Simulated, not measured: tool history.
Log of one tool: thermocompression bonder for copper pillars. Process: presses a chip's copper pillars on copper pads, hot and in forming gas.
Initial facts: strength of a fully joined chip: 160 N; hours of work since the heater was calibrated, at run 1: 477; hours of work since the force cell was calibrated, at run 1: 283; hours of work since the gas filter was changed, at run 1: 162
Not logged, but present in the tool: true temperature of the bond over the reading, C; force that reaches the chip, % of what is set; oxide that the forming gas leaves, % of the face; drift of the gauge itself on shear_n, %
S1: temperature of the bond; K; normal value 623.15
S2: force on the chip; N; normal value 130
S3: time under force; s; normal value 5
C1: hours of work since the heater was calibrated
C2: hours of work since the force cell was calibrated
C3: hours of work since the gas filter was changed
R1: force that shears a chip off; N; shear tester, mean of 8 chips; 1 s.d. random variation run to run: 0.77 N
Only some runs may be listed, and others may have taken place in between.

run 1 hour=0 | S1=623.15 S2=130 S3=5 | C1=477 C2=283 C3=162 | R1=51.3
-- hour=9.4 forming gas filter changed
run 2 hour=25.5 | S1=623.15 S2=130 S3=5 | C1=492 C2=298 C3=10 | R1=53.3
run 3 hour=52.8 | S1=623.15 S2=141 S3=5 | C1=509 C2=315 C3=26 | R1=59.6
run 4 hour=81.4 | S1=623.15 S2=141 S3=5 | C1=526 C2=332 C3=44 | R1=57.7
run 5 hour=101.9 | S1=623.15 S2=130 S3=3 | C1=539 C2=344 C3=56 | R1=43.1
run 6 hour=135.7 | S1=623.15 S2=130 S3=3 | C1=559 C2=365 C3=76 | R1=43.5
-- hour=141.3 heater calibrated with a thermocouple chip
run 7 hour=175.5 | S1=623.15 S2=130 S3=5 | C1=21 C2=388 C3=99 | R1=54.4
run 8 hour=194.8 | S1=604.15 S2=130 S3=5 | C1=32 C2=400 C3=111 | R1=45.2
run 9 hour=231.4 | S1=623.15 S2=130 S3=7 | C1=55 C2=422 C3=133 | R1=61.2
run 10 hour=262.9 | S1=623.15 S2=130 S3=5 | C1=74 C2=441 C3=152 | R1=54.8
run 11 hour=284.3 | S1=623.15 S2=130 S3=5 | C1=87 C2=454 C3=165 | R1=53.5
-- hour=287.4 forming gas filter changed
run 12 hour=315.3 | S1=623.15 S2=130 S3=5 | C1=105 C2=472 C3=17 | R1=55.8
run 13 hour=344.5 | S1=623.15 S2=145 S3=7 | C1=123 C2=490 C3=35 | R1=72.4
run 14 hour=374.2 | S1=623.15 S2=115 S3=5 | C1=141 C2=508 C3=53 | R1=47
run 15 hour=405.4 | S1=651.15 S2=135 S3=10 | C1=160 C2=527 C3=71 | R1=86.4
run 16 hour=435.2 | S1=651.15 S2=135 S3=10 | C1=178 C2=545 C3=90 | R1=88.9
run 17 hour=471.5 | S1=651.15 S2=135 S3=10 | C1=200 C2=567 C3=112 | R1=87.7
run 18 hour=490.9 | S1=610.15 S2=135 S3=10 | C1=212 C2=579 C3=123 | R1=65.4
run 19 hour=526.3 | S1=610.15 S2=135 S3=10 | C1=233 C2=600 C3=145 | R1=65.5

Across each entry between runs, compare the hidden state at the last listed run before it with the hidden state at the first listed run after it:
From run 1 to run 2: forming gas filter changed (hour 9.4)
  true temperature of the bond over the reading, C: -5.2 -> -5.4; force that reaches the chip, % of what is set: 97.9 -> 97.8; oxide that the forming gas leaves, % of the face: 4.24 -> 0.82
  measured less the result without the state, R1: -5.8 -> -4.2 N
From run 6 to run 7: heater calibrated with a thermocouple chip (hour 141.3)
  true temperature of the bond over the reading, C: -6.1 -> 0.2; force that reaches the chip, % of what is set: 97.4 -> 97.2; oxide that the forming gas leaves, % of the face: 2.24 -> 2.72
  measured less the result without the state, R1: -4.6 -> -3 N
From run 11 to run 12: forming gas filter changed (hour 287.4)
  true temperature of the bond over the reading, C: -0.6 -> -0.8; force that reaches the chip, % of what is set: 96.8 -> 96.7; oxide that the forming gas leaves, % of the face: 4.16 -> 0.86
  measured less the result without the state, R1: -4.3 -> -2.7 N

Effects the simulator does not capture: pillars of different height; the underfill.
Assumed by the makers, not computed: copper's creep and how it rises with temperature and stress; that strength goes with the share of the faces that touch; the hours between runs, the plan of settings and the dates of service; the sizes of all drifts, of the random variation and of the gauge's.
